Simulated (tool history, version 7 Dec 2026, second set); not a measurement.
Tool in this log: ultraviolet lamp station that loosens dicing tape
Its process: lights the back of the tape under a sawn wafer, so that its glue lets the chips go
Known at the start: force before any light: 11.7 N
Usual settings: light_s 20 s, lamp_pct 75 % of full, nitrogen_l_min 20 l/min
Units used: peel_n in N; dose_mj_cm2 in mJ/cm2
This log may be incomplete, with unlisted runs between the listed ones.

run,hour,light_s,lamp_pct,nitrogen_l_min,peel_n,dose_mj_cm2
1,0,20,75,20,0.393,260
2,52.2,20,75,20,0.421,252
3,91.5,20,75,20,0.415,254
4,114.4,20,75,18,0.49,251
5,146.4,20,87,20,0.321,286
6,179.9,20,95,20,0.262,309
7,205.4,20,74,20,0.503,243
8,256.1,20,74,20,0.503,237
9,289,23,75,13,0.519,271
10,315.6,40,72,23,0.166,450
11,371.6,40,72,23,0.175,445
12,418.1,20,75,17,0.632,226
13,455.6,20,75,17,0.641,229
14,492.7,17,71,20,0.94,179
15,524.7,17,71,20,1.003,178
16,551.1,27,71,20,0.339,285

The same runs without the tool's hidden state, with the same run-to-run variation:
Unlogged tool condition in this case: lamp's light, % of a new lamp's; light that the window lets through, % of a clean one's; drift of the gauge itself on peel_n, %; drift of the gauge itself on dose_mj_cm2, %.
run,peel_n,dose_mj_cm2
1,0.261,312
2,0.268,309
3,0.258,313
4,0.298,311
5,0.212,359
6,0.182,393
7,0.287,310
8,0.274,307
9,0.277,356
10,0.156,595
11,0.164,597
12,0.303,309
13,0.297,316
14,0.423,250
15,0.443,251
16,0.188,404

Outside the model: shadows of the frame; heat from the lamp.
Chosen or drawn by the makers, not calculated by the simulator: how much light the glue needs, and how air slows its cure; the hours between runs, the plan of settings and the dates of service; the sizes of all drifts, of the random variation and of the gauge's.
